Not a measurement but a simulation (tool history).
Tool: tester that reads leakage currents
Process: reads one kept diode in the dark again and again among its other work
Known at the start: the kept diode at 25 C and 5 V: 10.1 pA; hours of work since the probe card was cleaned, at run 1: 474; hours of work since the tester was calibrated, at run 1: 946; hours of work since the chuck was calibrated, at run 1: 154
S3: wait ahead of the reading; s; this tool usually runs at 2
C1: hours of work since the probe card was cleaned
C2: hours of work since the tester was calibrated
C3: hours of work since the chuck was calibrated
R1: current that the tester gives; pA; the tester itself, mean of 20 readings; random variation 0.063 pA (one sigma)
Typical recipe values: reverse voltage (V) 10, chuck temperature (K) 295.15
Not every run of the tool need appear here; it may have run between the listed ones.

Run 1, hour 0: usual settings; C1 474; C2 946; C3 154. Result: R1 12.71 pA.
Run 2, hour 44.9: usual settings; C1 509; C2 981; C3 190. Result: R1 12.72 pA.
Run 3, hour 89.5: usual settings; C1 544; C2 1016; C3 225. Result: R1 12.72 pA.
Run 4, hour 120.5: usual settings; C1 568; C2 1040; C3 249. Result: R1 12.77 pA.
Run 5, hour 163.3: usual settings; C1 602; C2 1074; C3 283. Result: R1 12.55 pA.
Run 6, hour 200.5: usual settings; C1 631; C2 1103; C3 312. Result: R1 12.58 pA.
Run 7, hour 245.8: usual settings but S3 3.13 s; C1 667; C2 1139; C3 347. Result: R1 11.93 pA.
Run 8, hour 284: usual settings but chuck temperature (K) 303.15, S3 3.13 s; C1 696; C2 1169; C3 377. Result: R1 20.5 pA.
Run 9, hour 329.4: usual settings but chuck temperature (K) 303.15, S3 3.13 s; C1 732; C2 1204; C3 413. Result: R1 20.39 pA.
Run 10, hour 368.3: usual settings but chuck temperature (K) 303.15, S3 3.13 s; C1 763; C2 1235; C3 443. Result: R1 20.51 pA.
Run 11, hour 413.2: usual settings but chuck temperature (K) 328.15; C1 798; C2 1270; C3 479. Result: R1 102.08 pA.
Run 12, hour 444.4: usual settings but reverse voltage (V) 2; C1 822; C2 1295; C3 503. Result: R1 6.21 pA.
At hour 454.7: chuck's temperature calibrated.
Run 13, hour 491.4: usual settings; C1 858; C2 1330; C3 29. Result: R1 12.65 pA.
Run 14, hour 512.5: usual settings; C1 874; C2 1346; C3 45. Result: R1 12.61 pA.
Run 15, hour 533.1: usual settings; C1 890; C2 1363; C3 61. Result: R1 12.67 pA.
Run 16, hour 563.8: usual settings; C1 915; C2 1387; C3 86. Result: R1 12.62 pA.
Run 17, hour 591.6: usual settings; C1 936; C2 1409; C3 107. Result: R1 12.67 pA.
Run 18, hour 623.3: usual settings but S3 7.27 s; C1 961; C2 1433; C3 132. Result: R1 11.16 pA.
Run 19, hour 649.4: usual settings but S3 7.27 s; C1 982; C2 1454; C3 153. Result: R1 11.25 pA.
Run 20, hour 681: usual settings but S3 7.27 s; C1 1006; C2 1479; C3 178. Result: R1 11.31 pA.
Run 21, hour 705.4: usual settings but S3 7.27 s; C1 1026; C2 1498; C3 197. Result: R1 11.19 pA.
Run 22, hour 724.3: usual settings but reverse voltage (V) 4.7, chuck temperature (K) 303.15, S3 3.88 s; C1 1040; C2 1513; C3 211. Result: R1 14.85 pA.
Run 23, hour 759: usual settings but chuck temperature (K) 324.15; C1 1068; C2 1540; C3 239. Result: R1 79.45 pA.
Run 24, hour 778.5: usual settings but chuck temperature (K) 330.15, S3 0.87 s; C1 1083; C2 1555; C3 254. Result: R1 117.22 pA.
Run 25, hour 821.7: usual settings but chuck temperature (K) 330.15, S3 0.87 s; C1 1117; C2 1589; C3 288. Result: R1 116.94 pA.
Run 26, hour 852.3: usual settings but reverse voltage (V) 1.1, S3 1.76 s; C1 1141; C2 1613; C3 312. Result: R1 4.78 pA.
Run 27, hour 872.1: usual settings but chuck temperature (K) 294.15, S3 0.67 s; C1 1156; C2 1629; C3 328. Result: R1 15.77 pA.
Run 28, hour 894.1: usual settings but chuck temperature (K) 294.15, S3 0.67 s; C1 1174; C2 1646; C3 345. Result: R1 15.83 pA.
Run 29, hour 913: usual settings but reverse voltage (V) 6.1, chuck temperature (K) 297.15, S3 0.67 s; C1 1189; C2 1661; C3 360. Result: R1 13.83 pA.
Run 30, hour 943: usual settings but reverse voltage (V) 6.1, chuck temperature (K) 297.15, S3 6.08 s; C1 1212; C2 1684; C3 383. Result: R1 10.46 pA.
Run 31, hour 966: usual settings but chuck temperature (K) 306.15; C1 1230; C2 1702; C3 401. Result: R1 25.71 pA.
At hour 983.8: probe card cleaned and baked.
Run 32, hour 1009.3: usual settings but chuck temperature (K) 316.15, S3 9.41 s; C1 20; C2 1734; C3 433. Result: R1 46.83 pA.
Run 33, hour 1028: usual settings but reverse voltage (V) 10.9, chuck temperature (K) 297.15; C1 35; C2 1749; C3 447. Result: R1 14.91 pA.
Run 34, hour 1053.6: usual settings but reverse voltage (V) 10.9, chuck temperature (K) 297.15; C1 55; C2 1769; C3 468. Result: R1 15.04 pA.
Run 35, hour 1073.6: usual settings but reverse voltage (V) 10.9, chuck temperature (K) 319.15; C1 70; C2 1784; C3 483. Result: R1 60.99 pA.
Run 36, hour 1098.2: usual settings but reverse voltage (V) 1.1, chuck temperature (K) 325.15, S3 1.75 s; C1 90; C2 1804; C3 503. Result: R1 36.24 pA.
At hour 1109.5: chuck's temperature calibrated.
Run 37, hour 1129.1: usual settings but reverse voltage (V) 1.1, chuck temperature (K) 325.15, S3 0.41 s; C1 112; C2 1826; C3 15. Result: R1 36.85 pA.
Run 38, hour 1167.8: usual settings but chuck temperature (K) 332.15; C1 143; C2 1857; C3 46. Result: R1 129.63 pA.
Run 39, hour 1196.4: usual settings but reverse voltage (V) 14.8, S3 0.35 s; C1 165; C2 1879; C3 68. Result: R1 29.05 pA.
Run 40, hour 1234.4: usual settings but reverse voltage (V) 1.5, chuck temperature (K) 296.15, S3 0.89 s; C1 195; C2 1909; C3 98. Result: R1 6.09 pA.
Run 41, hour 1258.7: usual settings but reverse voltage (V) 4.9, chuck temperature (K) 320.15, S3 1.69 s; C1 214; C2 1928; C3 117. Result: R1 47.08 pA.

3 options for the next run, each taken on its own from the tool as it stands now. Forecast them:
Run A, hour 1282.8: usual settings but reverse voltage (V) 3.3, S3 0.42 s; C1 233; C2 1947; C3 136. Result: R1 ?.
Run B, hour 1282.8: usual settings but chuck temperature (K) 324.15, S3 0.89 s; C1 233; C2 1947; C3 136. Result: R1 ?.
Run C, hour 1282.8: usual settings but reverse voltage (V) 4.9, chuck temperature (K) 320.15, S3 0.55 s; C1 233; C2 1947; C3 136. Result: R1 ?.

run     R1
  A  10.03
  B  82.71
  C  49.52
Without the tool's unlogged condition, the same runs would have read:
run     R1
  A  10.03
  B  82.71
  C  49.52
